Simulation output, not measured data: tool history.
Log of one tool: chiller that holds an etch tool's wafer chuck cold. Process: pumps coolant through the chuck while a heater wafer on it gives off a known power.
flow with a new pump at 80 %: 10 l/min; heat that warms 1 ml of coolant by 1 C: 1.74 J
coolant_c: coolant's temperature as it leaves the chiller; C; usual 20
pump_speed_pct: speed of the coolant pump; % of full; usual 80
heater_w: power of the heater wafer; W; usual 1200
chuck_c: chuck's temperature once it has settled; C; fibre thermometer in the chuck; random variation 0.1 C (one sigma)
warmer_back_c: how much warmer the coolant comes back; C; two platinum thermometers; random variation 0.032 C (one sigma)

run	hour	coolant_c	pump_speed_pct	heater_w	chuck_c	warmer_back_c
1	0.0	20	80	1200	32.1	4.22
2	27.3	20	80	1200	31.9	4.18
3	58.0	20	80	1200	31.8	4.26
4	72.2	18	80	1200	29.9	4.21
5	85.3	28	80	1200	39.8	4.25
6	102.4	28	80	1200	39.9	4.21
7	115.7	20	80	1200	32.1	4.23
8	132.6	14	73	1200	26.8	4.74
9	157.9	30	64	1137	43.0	5.04
10	171.4	30	64	1137	42.8	5.00
# hour 175.0: chiller's thermometer calibrated
11	193.3	10	87	1138	21.1	3.73
12	217.3	19	80	1304	32.1	4.57
13	236.7	20	80	1162	31.7	4.06
14	252.4	20	80	1162	31.6	4.08

Forecast each of these 5 alternatives for the next run:
A	276.9	24	66	1125	?	?
B	276.9	23	64	676	?	?
C	276.9	20	88	1502	?	?
D	276.9	13	80	1200	?	?
E	276.9	16	70	962	?	?

run	chuck_c	warmer_back_c
A	36.7	4.77
B	30.9	2.97
C	34.3	4.82
D	24.9	4.22
E	26.4	3.89
Without the tool's hidden state the same runs would have given:
run	chuck_c	warmer_back_c
A	35.6	4.68
B	30.2	2.91
C	33.0	4.72
D	23.9	4.13
E	25.5	3.81
